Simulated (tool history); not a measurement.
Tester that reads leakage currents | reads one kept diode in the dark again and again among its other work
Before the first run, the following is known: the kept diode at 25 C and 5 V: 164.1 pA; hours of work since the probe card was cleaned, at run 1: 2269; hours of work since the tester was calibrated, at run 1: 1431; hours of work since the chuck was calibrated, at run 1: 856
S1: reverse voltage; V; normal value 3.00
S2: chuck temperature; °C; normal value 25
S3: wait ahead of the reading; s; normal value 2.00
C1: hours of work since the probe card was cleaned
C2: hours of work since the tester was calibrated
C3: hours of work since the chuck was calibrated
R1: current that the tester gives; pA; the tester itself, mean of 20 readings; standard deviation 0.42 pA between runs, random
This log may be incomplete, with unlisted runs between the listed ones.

| run | hour | S1 | S2 | S3 | C1 | C2 | C3 | R1 |
|---|---|---|---|---|---|---|---|---|
| 1 | 0.0 | 3.00 | 25 | 2.00 | 2269 | 1431 | 856 | 131.52 |
| 2 | 66.3 | 3.00 | 25 | 2.00 | 2301 | 1462 | 887 | 131.62 |
| 3 | 141.2 | 3.00 | 25 | 2.00 | 2336 | 1498 | 923 | 132.09 |
| 4 | 211.1 | 3.00 | 25 | 2.00 | 2370 | 1531 | 956 | 129.95 |
| 5 | 243.7 | 3.00 | 25 | 2.00 | 2385 | 1546 | 972 | 131.29 |
| 6 | 307.1 | 3.00 | 25 | 2.00 | 2415 | 1577 | 1002 | 130.15 |
| 7 | 375.9 | 3.00 | 25 | 2.00 | 2448 | 1609 | 1034 | 129.39 |
| 8 | 419.7 | 3.00 | 25 | 2.00 | 2469 | 1630 | 1055 | 129.64 |
| 9 | 485.5 | 3.00 | 25 | 2.00 | 2500 | 1661 | 1087 | 129.64 |
| 10 | 558.8 | 3.00 | 50 | 2.00 | 2535 | 1696 | 1121 | 953.16 |
| 11 | 607.0 | 3.00 | 50 | 2.00 | 2558 | 1719 | 1144 | 957.01 |
| 12 | 649.1 | 3.00 | 54 | 2.00 | 2578 | 1739 | 1164 | 1281.58 |
| 13 | 695.0 | 3.00 | 54 | 2.00 | 2600 | 1761 | 1186 | 1273.54 |
| 14 | 758.3 | 3.00 | 54 | 2.00 | 2630 | 1791 | 1216 | 1269.81 |
| 15 | 807.5 | 3.00 | 54 | 2.00 | 2653 | 1814 | 1240 | 1265.54 |
| 16 | 841.8 | 3.00 | 25 | 2.00 | 2670 | 1831 | 1256 | 127.67 |
| 17 | 899.6 | 3.00 | 25 | 2.48 | 2697 | 1858 | 1283 | 127.34 |
| 18 | 964.6 | 3.00 | 25 | 2.48 | 2728 | 1889 | 1314 | 126.89 |
| 19 | 1026.9 | 3.00 | 25 | 2.48 | 2758 | 1919 | 1344 | 126.82 |
|  | 1032.5 | tester calibrated |
| 20 | 1078.6 | 3.00 | 25 | 2.48 | 2781 | 22 | 1368 | 126.87 |
|  | 1116.2 | probe card cleaned and baked |
| 21 | 1125.1 | 3.00 | 33 | 0.31 | 4 | 43 | 1388 | 245.23 |
| 22 | 1184.4 | 3.00 | 33 | 0.31 | 32 | 71 | 1416 | 244.72 |
| 23 | 1226.1 | 3.00 | 33 | 0.31 | 52 | 91 | 1436 | 244.80 |
| 24 | 1304.8 | 8.33 | 25 | 0.68 | 90 | 128 | 1474 | 177.16 |
| 25 | 1375.3 | 4.18 | 29 | 1.98 | 123 | 162 | 1507 | 194.87 |
| 26 | 1412.5 | 3.33 | 29 | 1.98 | 141 | 179 | 1525 | 178.90 |
|  | 1445.4 | tester calibrated, once more |
| 27 | 1480.8 | 3.33 | 29 | 1.98 | 172 | 17 | 1556 | 175.32 |
| 28 | 1533.1 | 6.17 | 35 | 1.98 | 197 | 42 | 1581 | 357.17 |
| 29 | 1572.0 | 4.16 | 31 | 4.86 | 216 | 60 | 1600 | 223.07 |
| 30 | 1622.7 | 4.33 | 35 | 2.00 | 240 | 84 | 1624 | 314.72 |
| 31 | 1668.3 | 4.33 | 35 | 2.00 | 262 | 106 | 1646 | 315.42 |
| 32 | 1729.0 | 4.33 | 35 | 2.00 | 290 | 135 | 1674 | 314.94 |

Expected results for the next run?
| 33 | 1787.5 | 4.33 | 35 | 2.00 | 318 | 163 | 1702 | ? |

R1: 314.79 pA
Take away the tool's hidden state, keep the run-to-run variation as it was, and the same run would have given R1 363.83 pA.
